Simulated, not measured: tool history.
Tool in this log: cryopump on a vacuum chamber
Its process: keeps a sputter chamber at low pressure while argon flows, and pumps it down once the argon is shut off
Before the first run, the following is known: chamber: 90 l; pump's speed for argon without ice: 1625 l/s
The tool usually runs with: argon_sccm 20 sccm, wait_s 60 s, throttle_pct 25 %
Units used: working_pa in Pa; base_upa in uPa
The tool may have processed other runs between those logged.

run    hour  argon_sccm  wait_s  throttle_pct  working_pa  base_upa
  1       0          20      60            25      0.0852      1.34
  2    28.3          20      60            25      0.0847      1.37
  3    67.1          20      60            25      0.0844      1.34
  4    99.9          20      60            25      0.0851      1.38
  5   123.5          20      60            52      0.0409      1.34
  6   152.1          20     171            25      0.0843      0.73
  7   198.8          20      60            27      0.0787      1.33
  8   239.5          20      60            25      0.0849      1.42
  9   294.3          20      60            25      0.0851      1.42
 10   338.4          20      42            25      0.0843      1.78
 11   372.6          20      42            25      0.0854      1.88
 12   421.8          20      42            25      0.0858      1.91
 13   455.8          20      60            25       0.085      1.42
 14     494          20      60            25      0.0853      1.45
 15   522.8          16      60            25      0.0677      1.39
 16   577.9          20      60            40      0.0544      1.49
 17   614.5          20      60            40      0.0544      1.46
 18     645          20      60            40      0.0555      1.47
 19   667.8          20     208            23      0.0929       0.8
 20   716.4          20     208            23      0.0928      0.81
 21   749.8          20     208            23      0.0931      0.78
 22   803.5          31      60            25      0.1335      1.59
 23   848.5          31      60            25      0.1333       1.6
 24     894          29      24            26      0.1206      3.04
 25   926.6          20      23            20      0.1077      3.37
 26   960.5          13     230            41      0.0352      0.87
 27  1008.9          39     230            41      0.1065      0.87
 28  1058.9          35      60            25      0.1517      1.66
 29  1084.6          35      60            25       0.152      1.62
 30  1116.1          26      60            19      0.1468       1.7
 31  1142.4          31      60            25      0.1339      1.65
 32    1181          31      46            25       0.135      1.98
 33  1222.7          20     111            25      0.0876      1.18
 34  1255.8          20     111            25      0.0875      1.18

Consider 3 possible next runs. They are alternatives, not a sequence: every one starts from the tool as it was left by run 34. What does each give?
  A  1278.4          27     111            15           ?         ?
  B  1278.4          22     188            25           ?         ?
  C  1278.4          38      45            16           ?         ?

run  working_pa  base_upa
  A      0.1931      1.25
  B      0.0954      1.04
  C      0.2545      2.04
Take away the tool's hidden state, keep each run's random variation, and the runs would have read:
run  working_pa  base_upa
  A      0.1875      0.74
  B      0.0908      0.52
  C      0.2465      1.53

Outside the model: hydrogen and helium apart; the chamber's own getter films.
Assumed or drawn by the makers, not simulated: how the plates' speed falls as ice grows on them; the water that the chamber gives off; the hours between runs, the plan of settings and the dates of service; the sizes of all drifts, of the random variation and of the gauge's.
